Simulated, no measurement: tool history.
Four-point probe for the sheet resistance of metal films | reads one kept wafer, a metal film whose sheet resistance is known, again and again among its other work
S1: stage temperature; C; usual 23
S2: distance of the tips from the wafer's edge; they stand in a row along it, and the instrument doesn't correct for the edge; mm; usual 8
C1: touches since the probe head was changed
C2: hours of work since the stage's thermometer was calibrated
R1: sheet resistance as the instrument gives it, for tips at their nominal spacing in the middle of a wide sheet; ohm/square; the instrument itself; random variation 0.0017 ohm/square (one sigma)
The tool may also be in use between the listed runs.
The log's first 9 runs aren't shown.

Run 10, hour 298.1: usual settings but S1 30 C; C1 33851; C2 1073. Result: R1 8.283923 ohm/square.
Run 11, hour 324.2: usual settings but S1 30 C; C1 34392; C2 1088. Result: R1 8.280759 ohm/square.
Run 12, hour 365.8: usual settings but S1 30 C; C1 35250; C2 1112. Result: R1 8.280491 ohm/square.
Run 13, hour 387.1: usual settings but S2 4 mm; C1 35690; C2 1124. Result: R1 8.456001 ohm/square.
Run 14, hour 406.8: usual settings but S2 22 mm; C1 36096; C2 1135. Result: R1 8.198835 ohm/square.
Run 15, hour 432.7: usual settings; C1 36632; C2 1149. Result: R1 8.253064 ohm/square.
Run 16, hour 468.5: usual settings; C1 37372; C2 1170. Result: R1 8.254549 ohm/square.
At hour 473.1: stage's thermometer calibrated.
Run 17, hour 513.1: usual settings but S2 19 mm; C1 38282; C2 23. Result: R1 8.196523 ohm/square.
Run 18, hour 543.5: usual settings but S2 19 mm; C1 38911; C2 40. Result: R1 8.192973 ohm/square.
Run 19, hour 571.4: usual settings but S1 22 C, S2 6 mm; C1 39488; C2 55. Result: R1 8.300497 ohm/square.
Run 20, hour 612.3: usual settings but S1 34 C; C1 40332; C2 78. Result: R1 8.290755 ohm/square.
Run 21, hour 652.4: usual settings but S1 24 C, S2 9 mm; C1 41160; C2 101. Result: R1 8.240424 ohm/square.
Run 22, hour 676.8: usual settings but S1 21 C, S2 6 mm; C1 41664; C2 115. Result: R1 8.296569 ohm/square.
At hour 684: stage's thermometer calibrated, once more.
Run 23, hour 722.2: usual settings but S1 21 C, S2 6 mm; C1 42592; C2 22. Result: R1 8.302555 ohm/square.
Run 24, hour 742.4: usual settings but S1 21 C, S2 6 mm; C1 43010; C2 33. Result: R1 8.304475 ohm/square.
Run 25, hour 768.2: usual settings but S1 32 C, S2 11 mm; C1 43543; C2 47. Result: R1 8.25636 ohm/square.
Run 26, hour 803.1: usual settings but S1 26 C, S2 55 mm; C1 44264; C2 67. Result: R1 8.199485 ohm/square.
Run 27, hour 840.8: usual settings but S1 24 C, S2 4 mm; C1 45043; C2 88. Result: R1 8.46128 ohm/square.
Run 28, hour 879.4: usual settings but S1 24 C, S2 4 mm; C1 45840; C2 110. Result: R1 8.460299 ohm/square.
Run 29, hour 918.1: usual settings but S1 24 C, S2 4 mm; C1 46639; C2 132. Result: R1 8.456639 ohm/square.
Run 30, hour 946.6: usual settings but S1 24 C, S2 18 mm; C1 47229; C2 148. Result: R1 8.204557 ohm/square.
Run 31, hour 965.5: usual settings but S1 29 C, S2 18 mm; C1 47619; C2 159. Result: R1 8.222301 ohm/square.
Run 32, hour 992.6: usual settings but S1 29 C, S2 5 mm; C1 48179; C2 174. Result: R1 8.381845 ohm/square.
Run 33, hour 1036.2: usual settings but S1 32 C, S2 12 mm; C1 49079; C2 199. Result: R1 8.251184 ohm/square.

5 ways to go on from here, each from the tool as it stands after run 33. What would each give?
Run A, hour 1080.1: usual settings but S1 32 C, S2 52 mm; C1 49986; C2 223. Result: R1 ?.
Run B, hour 1080.1: usual settings but S1 27 C, S2 6 mm; C1 49986; C2 223. Result: R1 ?.
Run C, hour 1080.1: usual settings but S1 33 C, S2 13 mm; C1 49986; C2 223. Result: R1 ?.
Run D, hour 1080.1: usual settings but S2 7 mm; C1 49986; C2 223. Result: R1 ?.
Run E, hour 1080.1: usual settings but S1 19 C; C1 49986; C2 223. Result: R1 ?.

run        R1
  A  8.221393
  B  8.320708
  C  8.245903
  D  8.275726
  E  8.241561
Without the tool's hidden state the same runs would have given:
run        R1
  A  8.260336
  B  8.360126
  C  8.284946
  D  8.314977
  E  8.280695
